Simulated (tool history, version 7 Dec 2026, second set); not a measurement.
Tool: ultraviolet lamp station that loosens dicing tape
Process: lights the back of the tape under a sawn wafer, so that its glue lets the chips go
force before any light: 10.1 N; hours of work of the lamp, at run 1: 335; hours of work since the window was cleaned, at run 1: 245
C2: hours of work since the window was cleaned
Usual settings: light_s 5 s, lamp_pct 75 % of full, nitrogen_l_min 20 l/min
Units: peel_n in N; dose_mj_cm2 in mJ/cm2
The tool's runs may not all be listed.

Run 1, hour 0.0: usual settings; hours of work of the lamp 335; C2 245. Result: peel_n 0.333 N, dose_mj_cm2 422 mJ/cm2.
Run 2, hour 18.6: usual settings but lamp_pct 76 % of full; hours of work of the lamp 349; C2 259. Result: peel_n 0.341 N, dose_mj_cm2 424 mJ/cm2.
Run 3, hour 41.5: usual settings but lamp_pct 74 % of full; hours of work of the lamp 366; C2 276. Result: peel_n 0.368 N, dose_mj_cm2 407 mJ/cm2.
Run 4, hour 80.2: usual settings but lamp_pct 74 % of full; hours of work of the lamp 395; C2 305. Result: peel_n 0.395 N, dose_mj_cm2 399 mJ/cm2.
Run 5, hour 113.8: usual settings but light_s 9 s, lamp_pct 74 % of full; hours of work of the lamp 421; C2 330. Result: peel_n 0.083 N, dose_mj_cm2 699 mJ/cm2.
Run 6, hour 133.1: usual settings but light_s 9 s, lamp_pct 74 % of full; hours of work of the lamp 435; C2 345. Result: peel_n 0.080 N, dose_mj_cm2 697 mJ/cm2.
Run 7, hour 152.2: usual settings but light_s 9 s, lamp_pct 74 % of full; hours of work of the lamp 450; C2 359. Result: peel_n 0.082 N, dose_mj_cm2 683 mJ/cm2.
At hour 158.6: window cleaned of glue's vapour.
Run 8, hour 191.7: usual settings but lamp_pct 81 % of full, nitrogen_l_min 12 l/min; hours of work of the lamp 479; C2 25. Result: peel_n 0.354 N, dose_mj_cm2 483 mJ/cm2.
Run 9, hour 222.3: usual settings but light_s 3 s, lamp_pct 62 % of full, nitrogen_l_min 14 l/min; hours of work of the lamp 502; C2 48. Result: peel_n 1.939 N, dose_mj_cm2 221 mJ/cm2.

The next listed run, before its measurement:
Run 10, hour 256.8: usual settings but light_s 3 s, lamp_pct 62 % of full, nitrogen_l_min 14 l/min; hours of work of the lamp 528; C2 74. Result: peel_n ?, dose_mj_cm2 ?.

Run 10 gave peel_n 2.003 N, dose_mj_cm2 217 mJ/cm2.
Without the tool's hidden state the same run would have given peel_n 1.464 N, dose_mj_cm2 259 mJ/cm2.
